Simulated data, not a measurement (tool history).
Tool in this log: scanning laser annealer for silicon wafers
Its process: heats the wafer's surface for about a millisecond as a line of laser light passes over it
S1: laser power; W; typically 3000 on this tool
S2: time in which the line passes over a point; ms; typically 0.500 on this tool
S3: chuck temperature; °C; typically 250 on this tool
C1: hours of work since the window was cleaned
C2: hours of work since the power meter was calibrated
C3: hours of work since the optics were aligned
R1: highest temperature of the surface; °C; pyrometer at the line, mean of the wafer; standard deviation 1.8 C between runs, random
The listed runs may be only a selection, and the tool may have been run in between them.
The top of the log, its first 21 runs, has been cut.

run,day,S1,S2,S3,C1,C2,C3,R1
22,43.075,3000,0.555,277,129,1902,839,1107
23,45.167,2577,0.411,250,158,1931,868,831
24,47.221,2577,0.411,250,187,1960,897,836
25,49.867,2577,0.418,253,224,1997,933,836
# day 51.358: optics aligned, line set to its width
26,51.358,2577,0.418,257,242,2014,0,836
27,52.717,2577,0.418,257,260,2033,19,831
28,53.888,3000,0.500,227,277,2050,35,988
29,55.796,3000,0.608,250,303,2076,62,1093
30,57.958,3000,0.608,250,333,2106,92,1094
31,59.733,3000,0.410,250,358,2131,116,930
32,61.604,3000,0.410,250,384,2157,142,925
33,62.858,2662,0.577,226,401,2174,160,928
34,64.767,2662,0.577,226,428,2201,186,928
# day 66.079: optics aligned, line set to its width, once more
35,67.104,3134,0.372,254,457,2230,14,953
36,69.129,3134,0.372,254,485,2258,42,950
37,71.346,3134,0.465,282,516,2289,73,1064
38,73.000,3131,0.421,274,539,2312,96,1013
39,74.417,2841,0.357,287,559,2332,116,885
40,77.108,2841,0.357,287,596,2369,153,887
41,79.533,2743,0.429,278,630,2403,187,912
42,80.808,2743,0.429,278,648,2421,205,906

Alternative continuations, all from the tool just after run 42; predict every row:
A,83.038,3000,0.432,280,679,2452,236,?
B,83.038,2979,0.458,277,679,2452,236,?
C,83.038,3000,0.500,241,679,2452,236,?

run,R1
A,984
B,999
C,1004
Stripped of hidden state, with their random variation kept, the same runs would have yielded:
run,R1
A,1027
B,1044
C,1051

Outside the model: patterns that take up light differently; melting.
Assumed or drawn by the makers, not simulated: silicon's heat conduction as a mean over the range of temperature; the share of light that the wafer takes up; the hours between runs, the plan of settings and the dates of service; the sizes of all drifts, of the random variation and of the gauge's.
